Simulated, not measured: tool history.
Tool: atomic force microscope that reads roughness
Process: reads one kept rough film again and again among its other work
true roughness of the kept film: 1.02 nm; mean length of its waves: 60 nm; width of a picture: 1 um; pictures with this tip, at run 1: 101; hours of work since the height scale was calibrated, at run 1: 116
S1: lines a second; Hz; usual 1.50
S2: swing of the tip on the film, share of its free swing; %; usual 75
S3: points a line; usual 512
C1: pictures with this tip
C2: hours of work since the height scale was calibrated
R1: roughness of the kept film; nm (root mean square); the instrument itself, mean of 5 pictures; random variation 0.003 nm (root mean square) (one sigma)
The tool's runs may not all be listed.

| run | hour | S1 | S2 | S3 | C1 | C2 | R1 |
|---|---|---|---|---|---|---|---|
| 1 | 0.0 | 1.50 | 75 | 512 | 101 | 116 | 0.917 |
|  | 5.1 | new tip fitted |
| 2 | 5.8 | 1.50 | 75 | 512 | 1 | 118 | 0.943 |
| 3 | 17.5 | 1.50 | 75 | 512 | 13 | 124 | 0.939 |
| 4 | 24.1 | 1.50 | 75 | 512 | 20 | 127 | 0.934 |
| 5 | 34.0 | 1.50 | 75 | 512 | 30 | 132 | 0.935 |
| 6 | 42.8 | 1.50 | 75 | 512 | 39 | 137 | 0.936 |
| 7 | 51.6 | 1.68 | 75 | 512 | 48 | 141 | 0.924 |
| 8 | 59.1 | 1.50 | 84 | 512 | 56 | 145 | 0.896 |
| 9 | 70.4 | 1.50 | 84 | 512 | 68 | 150 | 0.892 |
| 10 | 83.0 | 1.50 | 84 | 512 | 81 | 157 | 0.893 |
| 11 | 95.1 | 1.50 | 75 | 651 | 93 | 163 | 0.914 |
| 12 | 101.1 | 1.50 | 75 | 512 | 100 | 166 | 0.910 |
|  | 106.9 | new tip fitted |
| 13 | 110.9 | 1.50 | 75 | 512 | 4 | 170 | 0.938 |
| 14 | 120.2 | 1.50 | 75 | 512 | 14 | 175 | 0.938 |
| 15 | 129.7 | 1.50 | 75 | 512 | 24 | 180 | 0.933 |
| 16 | 141.3 | 3.54 | 62 | 678 | 36 | 185 | 0.922 |
| 17 | 149.0 | 1.50 | 89 | 661 | 44 | 189 | 0.870 |
| 18 | 154.5 | 1.50 | 66 | 312 | 49 | 192 | 0.951 |
| 19 | 164.3 | 1.40 | 55 | 608 | 59 | 197 | 0.972 |
| 20 | 175.7 | 1.40 | 55 | 608 | 71 | 202 | 0.966 |
| 21 | 182.3 | 1.40 | 55 | 608 | 78 | 206 | 0.965 |
| 22 | 192.2 | 1.40 | 55 | 477 | 88 | 211 | 0.955 |
| 23 | 201.2 | 3.05 | 81 | 477 | 98 | 215 | 0.817 |
|  | 209.1 | new tip fitted |
| 24 | 210.6 | 3.05 | 81 | 682 | 2 | 220 | 0.848 |

Hidden state at the last listed run before each entry between runs and at the first one after, where it differs:
Between runs 1 and 2: new tip fitted (hour 5.1)
  radius of the tip, nm: 42 -> 10.4
  measured less the result without the state, R1: -0.033 -> +0.000 nm (root mean square)
Between runs 12 and 13: new tip fitted (hour 106.9)
  radius of the tip, nm: 43.3 -> 12
  measured less the result without the state, R1: -0.034 -> -0.002 nm (root mean square)
Between runs 23 and 24: new tip fitted (hour 209.1)
  radius of the tip, nm: 43.4 -> 10.9
  measured less the result without the state, R1: -0.030 -> +0.000 nm (root mean square)

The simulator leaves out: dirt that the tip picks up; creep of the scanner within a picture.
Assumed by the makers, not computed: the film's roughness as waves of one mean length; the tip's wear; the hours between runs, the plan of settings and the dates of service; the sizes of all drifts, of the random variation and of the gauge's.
